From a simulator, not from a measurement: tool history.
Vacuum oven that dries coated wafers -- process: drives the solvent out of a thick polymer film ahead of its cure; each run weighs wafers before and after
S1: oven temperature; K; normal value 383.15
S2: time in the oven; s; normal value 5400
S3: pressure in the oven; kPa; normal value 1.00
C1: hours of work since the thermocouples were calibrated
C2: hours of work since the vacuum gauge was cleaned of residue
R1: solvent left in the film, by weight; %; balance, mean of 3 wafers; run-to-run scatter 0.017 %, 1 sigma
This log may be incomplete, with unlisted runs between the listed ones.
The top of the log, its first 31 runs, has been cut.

run     day      S1    S2    S3   C1    C2    R1
 32  52.954  371.15  5580  0.64  663  1436  2.30
 33  53.933  385.15  3180  1.92  680  1453  2.03
 34  55.108  385.15  3180  1.92  700  1473  2.02
 35  56.079  385.15  3180  1.92  717  1489  2.04
 36  57.917  387.15  5400  1.00  748  1521  0.61
 37  59.925  378.15  7800  1.04  783  1555  0.93
 38  61.071  383.15  3660  2.10  802  1575  2.09
 39  62.867  383.15  3660  2.10  833  1606  2.08
 40  63.892  379.15  2940  3.14  851  1623  3.89

For run 41, what comes out?
 41  64.975  394.15  5400  0.53  869  1642   ?

Run 41 produced R1 0.23 %.
With no hidden state in the tool, this same run would have given R1 0.23 %.
